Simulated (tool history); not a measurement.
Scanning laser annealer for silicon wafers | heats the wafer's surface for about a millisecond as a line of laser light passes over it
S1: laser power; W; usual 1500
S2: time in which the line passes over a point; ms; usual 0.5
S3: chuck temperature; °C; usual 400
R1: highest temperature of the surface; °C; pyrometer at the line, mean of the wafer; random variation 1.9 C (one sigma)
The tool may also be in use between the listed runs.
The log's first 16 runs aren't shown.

run,hour,S1,S2,S3,R1
17,299.9,1500,0.5,400,1123
18,319.5,1500,0.5,400,1118
19,341,1500,0.5,400,1120
20,353.5,1500,0.5,400,1117
21,366.4,1442,0.45,383,1040
22,379.4,1500,0.447,400,1081
23,395.8,1517,0.427,400,1072
24,412.5,1517,0.427,400,1072
25,437.4,1465,0.44,376,1034
26,462.5,1527,0.553,418,1188
27,485.2,1527,0.553,418,1191
28,506.1,1527,0.387,427,1073
29,529.2,1500,0.53,422,1161
30,545.1,1500,0.605,419,1202
31,567,1500,0.38,437,1064
32,582.3,1547,0.412,381,1055
33,604.2,1547,0.412,381,1054
34,624.1,1445,0.61,422,1183
35,640.4,1445,0.61,422,1179
36,653.8,1343,0.556,429,1101
37,669.2,1500,0.425,406,1065
38,685.1,1500,0.425,406,1065
39,708.4,1594,0.362,415,1064
40,733.8,1637,0.446,400,1139

4 ways to go on from here, each from the tool as it stands after run 40. What would each give?
A,753.6,1475,0.412,400,?
B,753.6,1637,0.395,424,?
C,753.6,1637,0.446,438,?
D,753.6,1637,0.446,391,?

run,R1
A,1037
B,1119
C,1176
D,1127
Without the tool's hidden state the same runs would have given:
run,R1
A,1065
B,1149
C,1209
D,1159
